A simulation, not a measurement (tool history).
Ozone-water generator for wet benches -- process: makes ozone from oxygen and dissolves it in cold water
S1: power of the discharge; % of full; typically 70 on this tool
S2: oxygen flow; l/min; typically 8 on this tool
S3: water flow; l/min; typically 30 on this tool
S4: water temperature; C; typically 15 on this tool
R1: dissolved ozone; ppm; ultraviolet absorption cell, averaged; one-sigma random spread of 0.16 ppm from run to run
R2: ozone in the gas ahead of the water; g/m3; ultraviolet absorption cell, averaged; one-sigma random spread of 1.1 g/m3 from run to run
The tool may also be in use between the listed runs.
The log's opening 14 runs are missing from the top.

{"run": 15, "hour": 1737.2, "S1": 70, "S2": 8, "S3": 30, "S4": 15, "R1": 17.1, "R2": 187.6}
{"run": 16, "hour": 1860.8, "S1": 70, "S2": 8, "S3": 19, "S4": 15, "R1": 25.5, "R2": 189}
{"run": 17, "hour": 1962.6, "S1": 70, "S2": 8, "S3": 19, "S4": 15, "R1": 25.4, "R2": 188.4}
{"run": 18, "hour": 2075.1, "S1": 70, "S2": 8, "S3": 19, "S4": 15, "R1": 25, "R2": 188.8}
{"run": 19, "hour": 2147.6, "S1": 70, "S2": 8, "S3": 19, "S4": 15, "R1": 24.9, "R2": 187.5}
{"hour": 2213.0, "done": "contactor cleaned"}
{"run": 20, "hour": 2246.8, "S1": 70, "S2": 5.2, "S3": 30, "S4": 11, "R1": 17.4, "R2": 227.8}
{"run": 21, "hour": 2342.6, "S1": 70, "S2": 5.2, "S3": 30, "S4": 11, "R1": 17.2, "R2": 225.8}
{"run": 22, "hour": 2476.0, "S1": 70, "S2": 5.86, "S3": 45, "S4": 11, "R1": 11.5, "R2": 212.6}
{"run": 23, "hour": 2549.0, "S1": 70, "S2": 5.86, "S3": 45, "S4": 11, "R1": 11.4, "R2": 213}
{"run": 24, "hour": 2638.6, "S1": 70, "S2": 5.86, "S3": 45, "S4": 11, "R1": 11.4, "R2": 212.8}
{"run": 25, "hour": 2727.6, "S1": 52, "S2": 4.95, "S3": 22, "S4": 11, "R1": 18.8, "R2": 187.8}
{"hour": 2801.7, "done": "water thermometer calibrated"}
{"run": 26, "hour": 2806.9, "S1": 52, "S2": 4.95, "S3": 22, "S4": 11, "R1": 19.2, "R2": 187.1}
{"run": 27, "hour": 2894.4, "S1": 60, "S2": 13.24, "S3": 23, "S4": 11, "R1": 22.1, "R2": 134.6}
{"run": 28, "hour": 3005.5, "S1": 64, "S2": 4.84, "S3": 20, "S4": 9, "R1": 24.3, "R2": 215.9}
{"run": 29, "hour": 3123.4, "S1": 64, "S2": 4.84, "S3": 20, "S4": 9, "R1": 24.4, "R2": 216.2}
{"run": 30, "hour": 3284.2, "S1": 70, "S2": 8, "S3": 28, "S4": 15, "R1": 19, "R2": 184.6}
{"run": 31, "hour": 3366.3, "S1": 58, "S2": 8.72, "S3": 31, "S4": 18, "R1": 14.6, "R2": 158.2}
{"run": 32, "hour": 3530.1, "S1": 80, "S2": 8.72, "S3": 31, "S4": 18, "R1": 17.9, "R2": 191.4}
{"run": 33, "hour": 3638.0, "S1": 80, "S2": 8.72, "S3": 31, "S4": 9, "R1": 20.3, "R2": 191.3}
{"run": 34, "hour": 3744.6, "S1": 80, "S2": 8.72, "S3": 31, "S4": 9, "R1": 20.2, "R2": 192.4}

Consider 3 possible next runs. They are alternatives, not a sequence: every one starts from the tool as it was left by run 34. What does each give?
{"run": "A", "hour": 3826.0, "S1": 72, "S2": 8.72, "S3": 47, "S4": 17, "R1": "?", "R2": "?"}
{"run": "B", "hour": 3826.0, "S1": 80, "S2": 8.98, "S3": 37, "S4": 9, "R1": "?", "R2": "?"}
{"run": "C", "hour": 3826.0, "S1": 74, "S2": 7.14, "S3": 30, "S4": 17, "R1": "?", "R2": "?"}

run=A R1=11.2 R2=178.6
run=B R1=17.3 R2=189.8
run=C R1=17.2 R2=199.9
Without the tool's hidden state the same runs would have given:
run=A R1=13 R2=202.3
run=B R1=20.1 R2=216.9
run=C R1=19.8 R2=226.9
